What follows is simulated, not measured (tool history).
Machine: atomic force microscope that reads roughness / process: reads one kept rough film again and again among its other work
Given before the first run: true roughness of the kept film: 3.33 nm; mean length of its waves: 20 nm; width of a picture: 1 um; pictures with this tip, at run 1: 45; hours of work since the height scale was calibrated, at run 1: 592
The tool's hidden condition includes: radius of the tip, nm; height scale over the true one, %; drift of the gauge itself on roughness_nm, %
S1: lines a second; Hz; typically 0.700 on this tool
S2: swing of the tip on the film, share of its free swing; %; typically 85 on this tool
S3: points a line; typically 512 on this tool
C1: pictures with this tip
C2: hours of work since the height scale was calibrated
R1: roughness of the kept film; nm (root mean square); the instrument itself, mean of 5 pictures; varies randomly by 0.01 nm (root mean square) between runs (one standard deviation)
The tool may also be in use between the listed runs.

run     day     S1  S2   S3   C1   C2     R1
  1   0.000  0.700  85  512   45  592  1.909
  2   2.404  2.286  85  512   96  616  1.461
  3   4.029  2.286  85  512  131  633  1.296
      4.488  -- new tip fitted
  4   5.600  0.700  85  512   24  649  2.066
  5   7.438  0.700  65  512   63  668  1.771
  6   9.542  0.700  80  512  108  689  1.497
     11.075  -- new tip fitted
  7  11.375  0.700  80  512    6  708  2.315
  8  13.029  0.700  80  512   41  725  1.926
  9  15.200  0.700  80  512   87  747  1.568
 10  16.617  0.700  80  512  118  762  1.409
     17.604  -- new tip fitted
 11  17.850  0.700  80  512    5  774  2.315
 12  20.212  2.594  74  283   56  798  1.726
 13  21.296  2.594  74  283   79  809  1.556
 14  22.733  2.594  74  283  109  824  1.390
     24.092  -- new tip fitted
 15  25.071  1.913  70  985   20  848  2.112
 16  26.662  1.913  70  985   54  864  1.813
 17  27.896  1.913  70  985   81  877  1.619

Selected run-to-run steps in R1, each split into two signed amounts: the part the tool would show with no hidden state at all (from settings, incoming material and random variation), and the remainder, which goes to the hidden state together with any gauge scatter not common to the measured and the hidden-state-free results:
Run 10 -> 11: new tip fitted. R1 +0.906 nm (root mean square): hidden state +0.886, all else +0.020.
